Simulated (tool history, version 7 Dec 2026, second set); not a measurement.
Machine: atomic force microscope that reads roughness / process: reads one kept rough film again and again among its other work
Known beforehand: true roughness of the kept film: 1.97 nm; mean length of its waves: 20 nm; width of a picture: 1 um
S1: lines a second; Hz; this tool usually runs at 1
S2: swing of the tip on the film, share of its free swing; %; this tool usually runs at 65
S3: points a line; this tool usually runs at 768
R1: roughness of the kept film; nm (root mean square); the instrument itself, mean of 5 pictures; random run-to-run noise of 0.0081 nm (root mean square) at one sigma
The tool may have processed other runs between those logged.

run 1 hour=0 | S1=1 S2=65 S3=768 | R1=1.755
run 2 hour=37.5 | S1=1 S2=65 S3=768 | R1=1.688
run 3 hour=81.3 | S1=1 S2=65 S3=768 | R1=1.616
run 4 hour=110.5 | S1=1 S2=65 S3=768 | R1=1.558
-- hour=152 new tip fitted
run 5 hour=152 | S1=1 S2=65 S3=768 | R1=1.768
run 6 hour=191.1 | S1=1 S2=65 S3=768 | R1=1.702
run 7 hour=222.5 | S1=1 S2=65 S3=768 | R1=1.648
run 8 hour=273.9 | S1=1 S2=65 S3=258 | R1=1.495
-- hour=303.2 new tip fitted
run 9 hour=313.3 | S1=1 S2=65 S3=819 | R1=1.747
run 10 hour=355.4 | S1=1 S2=65 S3=819 | R1=1.662
run 11 hour=384.3 | S1=1 S2=79 S3=505 | R1=1.568
run 12 hour=417.8 | S1=1.09 S2=65 S3=768 | R1=1.562
run 13 hour=451.1 | S1=2.28 S2=87 S3=548 | R1=1.376
-- hour=454.6 new tip fitted
run 14 hour=479 | S1=1 S2=71 S3=676 | R1=1.703
run 15 hour=502.3 | S1=1 S2=71 S3=768 | R1=1.672
run 16 hour=546.8 | S1=0.73 S2=68 S3=397 | R1=1.578
run 17 hour=571.1 | S1=3.9 S2=65 S3=517 | R1=1.493
run 18 hour=592.9 | S1=0.98 S2=64 S3=517 | R1=1.504

Each row is a separate what-if for the run after 18, all from the same tool condition, not one after another. Results?
-- hour=605.6 new tip fitted
run A hour=626.8 | S1=2 S2=64 S3=1009 | R1=?
-- hour=605.6 new tip fitted
run B hour=626.8 | S1=0.98 S2=63 S3=517 | R1=?
-- hour=605.6 new tip fitted
run C hour=626.8 | S1=1 S2=73 S3=752 | R1=?

run=A R1=1.71
run=B R1=1.73
run=C R1=1.721
Take away the tool's hidden state, keep each run's random variation, and the runs would have read:
run=A R1=1.742
run=B R1=1.762
run=C R1=1.753
